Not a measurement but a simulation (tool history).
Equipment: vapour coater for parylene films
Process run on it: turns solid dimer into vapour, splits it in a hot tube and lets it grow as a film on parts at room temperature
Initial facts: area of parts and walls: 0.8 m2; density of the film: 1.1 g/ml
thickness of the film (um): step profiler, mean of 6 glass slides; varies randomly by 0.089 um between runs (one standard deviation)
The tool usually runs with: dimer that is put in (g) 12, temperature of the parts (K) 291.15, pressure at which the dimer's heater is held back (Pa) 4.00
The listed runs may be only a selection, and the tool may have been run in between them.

run,hour,dimer that is put in (g),temperature of the parts (K),pressure at which the dimer's heater is held back (Pa),thickness of the film (um)
1,0.0,12,291.15,4.00,10.44
2,35.1,12,291.15,4.00,10.50
3,65.4,7,291.15,4.00,6.03
4,117.7,11,291.15,4.00,9.45
5,157.9,11,291.15,3.69,9.58
6,217.3,11,291.15,9.36,7.91
7,265.0,12,291.15,9.29,8.57
8,310.2,12,288.15,4.00,10.61
9,368.0,11,291.15,4.00,9.01
10,397.9,11,291.15,4.00,8.92
11,446.7,21,291.15,4.00,16.78
12,474.2,7,291.15,4.00,5.57

What does the tool deliver on the next run?
13,507.5,7,291.15,3.39,?

{"run 13": {"thickness of the film (um)": 5.86}}
Were there no unlogged condition in the tool, this run, its random variation unchanged, would have produced thickness of the film (um) 6.68.
